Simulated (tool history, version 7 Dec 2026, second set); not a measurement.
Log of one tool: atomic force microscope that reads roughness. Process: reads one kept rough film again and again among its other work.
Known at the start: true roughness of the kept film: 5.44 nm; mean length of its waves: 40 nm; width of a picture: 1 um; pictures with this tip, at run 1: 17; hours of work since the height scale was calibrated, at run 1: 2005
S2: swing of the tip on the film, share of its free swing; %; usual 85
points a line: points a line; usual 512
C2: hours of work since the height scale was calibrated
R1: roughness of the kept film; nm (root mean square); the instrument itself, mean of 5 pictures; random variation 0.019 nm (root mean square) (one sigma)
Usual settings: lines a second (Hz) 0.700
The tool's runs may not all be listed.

{"run": 1, "hour": 0.0, "lines a second (Hz)": 0.7, "S2": 85, "points a line": 512, "pictures with this tip": 17, "C2": 2005, "R1": 4.049}
{"hour": 25.3, "done": "new tip fitted"}
{"hour": 56.9, "done": "new tip fitted"}
{"run": 2, "hour": 67.1, "lines a second (Hz)": 0.7, "S2": 85, "points a line": 512, "pictures with this tip": 23, "C2": 2054, "R1": 3.894}
{"hour": 91.6, "done": "new tip fitted"}
{"run": 3, "hour": 114.3, "lines a second (Hz)": 0.7, "S2": 85, "points a line": 271, "pictures with this tip": 51, "C2": 2088, "R1": 3.455}
{"hour": 129.2, "done": "new tip fitted"}
{"run": 4, "hour": 157.7, "lines a second (Hz)": 0.7, "S2": 85, "points a line": 512, "pictures with this tip": 63, "C2": 2120, "R1": 3.227}
{"hour": 165.6, "done": "new tip fitted"}
{"hour": 196.8, "done": "new tip fitted"}
{"run": 5, "hour": 211.0, "lines a second (Hz)": 0.7, "S2": 85, "points a line": 512, "pictures with this tip": 32, "C2": 2159, "R1": 3.695}
{"hour": 228.8, "done": "new tip fitted"}
{"hour": 262.8, "done": "new tip fitted"}
{"run": 6, "hour": 278.4, "lines a second (Hz)": 0.7, "S2": 85, "points a line": 512, "pictures with this tip": 35, "C2": 2208, "R1": 3.635}
{"hour": 293.8, "done": "new tip fitted"}
{"hour": 324.7, "done": "new tip fitted"}
{"run": 7, "hour": 341.9, "lines a second (Hz)": 0.7, "S2": 85, "points a line": 512, "pictures with this tip": 38, "C2": 2255, "R1": 3.517}
{"hour": 356.3, "done": "new tip fitted"}
{"hour": 387.4, "done": "new tip fitted"}
{"run": 8, "hour": 388.0, "lines a second (Hz)": 0.7, "S2": 85, "points a line": 512, "pictures with this tip": 1, "C2": 2288, "R1": 4.444}
{"hour": 422.4, "done": "new tip fitted"}
{"run": 9, "hour": 448.9, "lines a second (Hz)": 0.7, "S2": 85, "points a line": 512, "pictures with this tip": 59, "C2": 2333, "R1": 3.386}
{"hour": 454.4, "done": "new tip fitted"}
{"hour": 485.9, "done": "new tip fitted"}
{"run": 10, "hour": 487.2, "lines a second (Hz)": 0.7, "S2": 85, "points a line": 512, "pictures with this tip": 3, "C2": 2361, "R1": 4.414}
{"hour": 518.1, "done": "new tip fitted"}
{"run": 11, "hour": 524.6, "lines a second (Hz)": 0.7, "S2": 85, "points a line": 512, "pictures with this tip": 14, "C2": 2388, "R1": 4.157}
{"hour": 555.3, "done": "new tip fitted"}
{"run": 12, "hour": 560.9, "lines a second (Hz)": 0.627, "S2": 85, "points a line": 512, "pictures with this tip": 13, "C2": 2415, "R1": 4.149}
{"hour": 589.3, "done": "new tip fitted"}
{"hour": 623.8, "done": "new tip fitted"}
{"run": 13, "hour": 625.7, "lines a second (Hz)": 0.7, "S2": 85, "points a line": 512, "pictures with this tip": 4, "C2": 2462, "R1": 4.319}
{"hour": 655.4, "done": "new tip fitted"}
{"hour": 689.1, "done": "new tip fitted"}
{"run": 14, "hour": 706.5, "lines a second (Hz)": 0.7, "S2": 85, "points a line": 512, "pictures with this tip": 39, "C2": 2522, "R1": 3.629}
{"hour": 725.3, "done": "new tip fitted"}
{"hour": 757.6, "done": "new tip fitted"}
{"run": 15, "hour": 782.1, "lines a second (Hz)": 0.7, "S2": 85, "points a line": 512, "pictures with this tip": 55, "C2": 2577, "R1": 3.295}
{"hour": 793.4, "done": "new tip fitted"}
{"run": 16, "hour": 819.2, "lines a second (Hz)": 2.701, "S2": 85, "points a line": 512, "pictures with this tip": 57, "C2": 2604, "R1": 2.811}
{"hour": 824.3, "done": "new tip fitted"}
{"hour": 856.0, "done": "new tip fitted"}
{"run": 17, "hour": 869.1, "lines a second (Hz)": 0.7, "S2": 85, "points a line": 512, "pictures with this tip": 29, "C2": 2641, "R1": 3.903}
{"hour": 891.0, "done": "new tip fitted"}
{"hour": 903.3, "done": "height scale calibrated on a step standard"}
{"run": 18, "hour": 916.9, "lines a second (Hz)": 0.7, "S2": 85, "points a line": 512, "pictures with this tip": 55, "C2": 10, "R1": 3.44}
{"hour": 929.8, "done": "new tip fitted"}
{"run": 19, "hour": 958.9, "lines a second (Hz)": 0.7, "S2": 85, "points a line": 687, "pictures with this tip": 65, "C2": 41, "R1": 3.369}
{"hour": 965.2, "done": "new tip fitted"}
{"hour": 999.4, "done": "new tip fitted"}
{"hour": 1033.1, "done": "new tip fitted"}
{"run": 20, "hour": 1033.1, "lines a second (Hz)": 0.7, "S2": 58, "points a line": 687, "pictures with this tip": 0, "C2": 95, "R1": 4.695}
{"hour": 1068.1, "done": "new tip fitted"}
{"run": 21, "hour": 1096.1, "lines a second (Hz)": 0.7, "S2": 58, "points a line": 687, "pictures with this tip": 62, "C2": 141, "R1": 3.392}
{"hour": 1101.1, "done": "new tip fitted"}
{"hour": 1138.8, "done": "new tip fitted"}
{"hour": 1173.7, "done": "new tip fitted"}
{"run": 22, "hour": 1173.7, "lines a second (Hz)": 0.7, "S2": 58, "points a line": 687, "pictures with this tip": 0, "C2": 198, "R1": 4.696}
{"hour": 1209.9, "done": "new tip fitted"}
{"run": 23, "hour": 1227.2, "lines a second (Hz)": 0.7, "S2": 58, "points a line": 687, "pictures with this tip": 38, "C2": 237, "R1": 3.839}
{"hour": 1244.5, "done": "new tip fitted"}
{"hour": 1280.2, "done": "new tip fitted"}
{"run": 24, "hour": 1301.9, "lines a second (Hz)": 2.108, "S2": 60, "points a line": 939, "pictures with this tip": 49, "C2": 292, "R1": 3.552}
{"hour": 1314.8, "done": "new tip fitted"}
{"hour": 1349.5, "done": "new tip fitted"}
{"hour": 1380.8, "done": "new tip fitted"}
{"run": 25, "hour": 1382.7, "lines a second (Hz)": 2.108, "S2": 60, "points a line": 939, "pictures with this tip": 4, "C2": 351, "R1": 4.457}
{"hour": 1414.5, "done": "new tip fitted"}
{"run": 26, "hour": 1421.8, "lines a second (Hz)": 0.7, "S2": 59, "points a line": 512, "pictures with this tip": 16, "C2": 380, "R1": 4.228}
{"hour": 1450.0, "done": "new tip fitted"}
{"run": 27, "hour": 1474.1, "lines a second (Hz)": 3.039, "S2": 81, "points a line": 693, "pictures with this tip": 53, "C2": 418, "R1": 3.032}
{"hour": 1481.8, "done": "new tip fitted"}
{"hour": 1515.3, "done": "new tip fitted"}
{"run": 28, "hour": 1536.8, "lines a second (Hz)": 0.537, "S2": 81, "points a line": 328, "pictures with this tip": 48, "C2": 464, "R1": 3.738}
{"hour": 1549.7, "done": "new tip fitted"}
{"hour": 1584.9, "done": "new tip fitted"}
{"run": 29, "hour": 1615.1, "lines a second (Hz)": 0.537, "S2": 81, "points a line": 328, "pictures with this tip": 67, "C2": 521, "R1": 3.371}
{"hour": 1622.1, "done": "new tip fitted"}
{"hour": 1656.9, "done": "new tip fitted"}
{"run": 30, "hour": 1664.0, "lines a second (Hz)": 0.537, "S2": 81, "points a line": 328, "pictures with this tip": 16, "C2": 557, "R1": 4.136}
{"hour": 1688.2, "done": "new tip fitted"}
{"run": 31, "hour": 1714.1, "lines a second (Hz)": 0.537, "S2": 81, "points a line": 328, "pictures with this tip": 57, "C2": 594, "R1": 3.504}
{"hour": 1721.7, "done": "new tip fitted"}
{"hour": 1754.8, "done": "new tip fitted"}
{"run": 32, "hour": 1760.4, "lines a second (Hz)": 0.669, "S2": 61, "points a line": 314, "pictures with this tip": 12, "C2": 628, "R1": 4.393}
{"hour": 1786.8, "done": "new tip fitted"}
{"hour": 1818.7, "done": "new tip fitted"}
{"run": 33, "hour": 1818.7, "lines a second (Hz)": 0.669, "S2": 61, "points a line": 314, "pictures with this tip": 0, "C2": 670, "R1": 4.653}
{"hour": 1855.7, "done": "new tip fitted"}
{"hour": 1888.8, "done": "new tip fitted"}
{"run": 34, "hour": 1895.5, "lines a second (Hz)": 2.972, "S2": 82, "points a line": 743, "pictures with this tip": 15, "C2": 726, "R1": 3.64}
{"hour": 1922.0, "done": "new tip fitted"}
{"run": 35, "hour": 1930.3, "lines a second (Hz)": 0.803, "S2": 64, "points a line": 743, "pictures with this tip": 19, "C2": 752, "R1": 4.317}
{"hour": 1958.1, "done": "new tip fitted"}
{"run": 36, "hour": 1983.7, "lines a second (Hz)": 0.888, "S2": 71, "points a line": 950, "pictures with this tip": 57, "C2": 791, "R1": 3.423}
{"hour": 1991.4, "done": "new tip fitted"}
{"hour": 2023.7, "done": "new tip fitted"}
{"run": 37, "hour": 2026.4, "lines a second (Hz)": 0.888, "S2": 71, "points a line": 950, "pictures with this tip": 6, "C2": 822, "R1": 4.457}
{"hour": 2061.9, "done": "new tip fitted"}
{"hour": 2098.1, "done": "new tip fitted"}
{"run": 38, "hour": 2098.1, "lines a second (Hz)": 1.58, "S2": 75, "points a line": 278, "pictures with this tip": 0, "C2": 875, "R1": 4.338}
{"hour": 2131.2, "done": "new tip fitted"}
{"run": 39, "hour": 2140.4, "lines a second (Hz)": 0.837, "S2": 90, "points a line": 289, "pictures with this tip": 20, "C2": 906, "R1": 3.903}
{"hour": 2167.8, "done": "new tip fitted"}
{"run": 40, "hour": 2194.2, "lines a second (Hz)": 1.288, "S2": 81, "points a line": 316, "pictures with this tip": 59, "C2": 945, "R1": 3.28}
{"hour": 2200.6, "done": "new tip fitted"}
{"hour": 2238.2, "done": "new tip fitted"}
{"run": 41, "hour": 2239.0, "lines a second (Hz)": 1.026, "S2": 81, "points a line": 297, "pictures with this tip": 1, "C2": 978, "R1": 4.373}
{"hour": 2272.2, "done": "new tip fitted"}
{"run": 42, "hour": 2293.5, "lines a second (Hz)": 0.742, "S2": 73, "points a line": 512, "pictures with this tip": 48, "C2": 1018, "R1": 3.558}
{"hour": 2303.1, "done": "new tip fitted"}
{"hour": 2335.7, "done": "new tip fitted"}
{"run": 43, "hour": 2364.4, "lines a second (Hz)": 3.864, "S2": 62, "points a line": 311, "pictures with this tip": 64, "C2": 1070, "R1": 3.042}
{"hour": 2371.0, "done": "new tip fitted"}
{"hour": 2403.2, "done": "new tip fitted"}
{"run": 44, "hour": 2413.2, "lines a second (Hz)": 3.864, "S2": 62, "points a line": 311, "pictures with this tip": 22, "C2": 1106, "R1": 3.909}
{"hour": 2435.8, "done": "new tip fitted"}
{"hour": 2468.7, "done": "new tip fitted"}
{"run": 45, "hour": 2481.3, "lines a second (Hz)": 3.537, "S2": 85, "points a line": 722, "pictures with this tip": 28, "C2": 1155, "R1": 3.201}

Forecast each of these 3 alternatives for the next run:
{"hour": 2500.4, "done": "new tip fitted"}
{"hour": 2532.0, "done": "new tip fitted"}
{"run": "A", "hour": 2546.5, "lines a second (Hz)": 3.537, "S2": 88, "points a line": 403, "pictures with this tip": 32, "C2": 1203, "R1": "?"}
{"hour": 2500.4, "done": "new tip fitted"}
{"hour": 2532.0, "done": "new tip fitted"}
{"run": "B", "hour": 2546.5, "lines a second (Hz)": 1.747, "S2": 77, "points a line": 592, "pictures with this tip": 32, "C2": 1203, "R1": "?"}
{"hour": 2500.4, "done": "new tip fitted"}
{"hour": 2532.0, "done": "new tip fitted"}
{"run": "C", "hour": 2546.5, "lines a second (Hz)": 3.537, "S2": 67, "points a line": 722, "pictures with this tip": 32, "C2": 1203, "R1": "?"}

run=A R1=2.971
run=B R1=3.596
run=C R1=3.504
Without the tool's hidden state the same runs would have given:
run=A R1=3.651
run=B R1=4.418
run=C R1=4.304
